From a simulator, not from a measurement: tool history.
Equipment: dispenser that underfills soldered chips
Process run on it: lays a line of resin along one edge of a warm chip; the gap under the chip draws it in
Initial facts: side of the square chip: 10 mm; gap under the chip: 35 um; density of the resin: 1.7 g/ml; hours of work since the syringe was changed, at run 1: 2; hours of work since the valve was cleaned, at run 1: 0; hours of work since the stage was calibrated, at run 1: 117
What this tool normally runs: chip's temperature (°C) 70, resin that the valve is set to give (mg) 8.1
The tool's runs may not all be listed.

run	hour	chip's temperature (°C)	resin that the valve is set to give (mg)	hours of work since the syringe was changed	hours of work since the valve was cleaned	hours of work since the stage was calibrated	time until the resin shows at the far edge (s)	resin that the valve gave (mg)
1	0	70	8.1	2	0	117	91.4	8.13
2	6.7	70	8.1	7	5	122	125.1	8.11
# hour 11.2: new syringe of resin
3	13.7	70	8.1	2	10	127	90.9	8.04
4	18.2	70	8.1	5	14	130	112.3	8.07
5	22	70	8.1	8	17	133	132.3	8.02
# hour 25.1: new syringe of resin
6	28.9	70	8.1	3	22	138	97.9	7.99
7	33.8	70	9.1	7	25	142	120.4	8.98
8	38.2	70	9.1	10	29	145	144.4	9.02
# hour 39: new syringe of resin
9	42	79	9.1	2	32	148	63.9	9
10	46.3	79	9.1	6	35	151	77.7	8.99
11	51.1	82	8.1	9	38	155	90.3	7.99
# hour 52.6: new syringe of resin
12	54.3	70	8.1	1	41	157	87.7	8.03
13	60.5	70	8.1	6	45	162	116.8	8.01
# hour 66.5: new syringe of resin
14	66.5	70	8.1	0	50	166	80	7.96
15	71.5	70	8.18	4	54	170	104.3	8.09
16	75.6	70	8.18	7	57	173	121.9	7.98
17	79.1	70	8.18	10	59	176	141.1	7.97
# hour 80.3: new syringe of resin
18	84.8	70	6.92	3	64	180	104.1	6.7
19	87.9	70	6.92	6	66	182	121.2	6.79
20	93	70	6.92	10	70	186	151.7	6.76
# hour 94.2: new syringe of resin
21	100	83	6.92	4	75	192	68.8	6.77
22	106.6	83	6.92	10	80	197	91.6	6.69

Run 23, settings as shown, results not yet in. Your forecast:
# hour 108: new syringe of resin
23	110.9	72	7.74	2	83	200	?	?

time until the resin shows at the far edge (s): 86.9
resin that the valve gave (mg): 7.47
Were there no unlogged condition in the tool, this run, its random variation unchanged, would have produced time until the resin shows at the far edge (s) 80.1, resin that the valve gave (mg) 7.72.
